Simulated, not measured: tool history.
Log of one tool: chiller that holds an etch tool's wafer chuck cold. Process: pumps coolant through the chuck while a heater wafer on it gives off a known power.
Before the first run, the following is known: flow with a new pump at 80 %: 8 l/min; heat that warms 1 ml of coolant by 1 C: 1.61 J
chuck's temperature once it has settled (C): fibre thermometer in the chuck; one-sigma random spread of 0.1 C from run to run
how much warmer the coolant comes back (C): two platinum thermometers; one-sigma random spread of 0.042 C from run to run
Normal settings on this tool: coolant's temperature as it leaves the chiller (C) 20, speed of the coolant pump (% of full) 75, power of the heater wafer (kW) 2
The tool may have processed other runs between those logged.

| run | hour | coolant's temperature as it leaves the chiller (C) | speed of the coolant pump (% of full) | power of the heater wafer (kW) | chuck's temperature once it has settled (C) | how much warmer the coolant comes back (C) |
|---|---|---|---|---|---|---|
| 1 | 0 | 20 | 75 | 2 | 37.6 | 10.51 |
| 2 | 67.1 | 20 | 75 | 2 | 37.7 | 10.43 |
| 3 | 148.5 | 20 | 75 | 2 | 37.9 | 10.55 |
| 4 | 188.3 | 20 | 75 | 2 | 37.8 | 10.45 |
| 5 | 228.3 | 20 | 75 | 2 | 37.9 | 10.55 |
| 6 | 261.9 | 20 | 61 | 2.107 | 42.4 | 13.54 |
| 7 | 323.5 | 20 | 75 | 2.779 | 45.2 | 14.7 |
| 8 | 396.3 | 13 | 76 | 2.779 | 37.9 | 14.58 |
| 9 | 457.6 | 13 | 76 | 2.779 | 38 | 14.55 |
| 10 | 523.6 | 16 | 85 | 2.779 | 39.2 | 13.13 |

Table of differences, measured result less the result of that run with no hidden state. Run-to-run variation is the same in both. Gauge scatter possibly is not:
The hidden state here: heat passed by the chuck's channels, % of clean ones'; flow at a given pump speed, % of a new pump's; coolant's true temperature over the reading, C; drift of the gauge itself on chuck_c, C; drift of the gauge itself on warmer_back_c, C.
| run | chuck's temperature once it has settled (C) | how much warmer the coolant comes back (C) |
|---|---|---|
| 1 | +1.2 | +0.53 |
| 2 | +1.2 | +0.55 |
| 3 | +1.2 | +0.57 |
| 4 | +1.3 | +0.59 |
| 5 | +1.4 | +0.6 |
| 6 | +1.9 | +0.78 |
| 7 | +2.2 | +0.87 |
| 8 | +2.3 | +0.9 |
| 9 | +2.4 | +0.93 |
| 10 | +2.3 | +0.86 |

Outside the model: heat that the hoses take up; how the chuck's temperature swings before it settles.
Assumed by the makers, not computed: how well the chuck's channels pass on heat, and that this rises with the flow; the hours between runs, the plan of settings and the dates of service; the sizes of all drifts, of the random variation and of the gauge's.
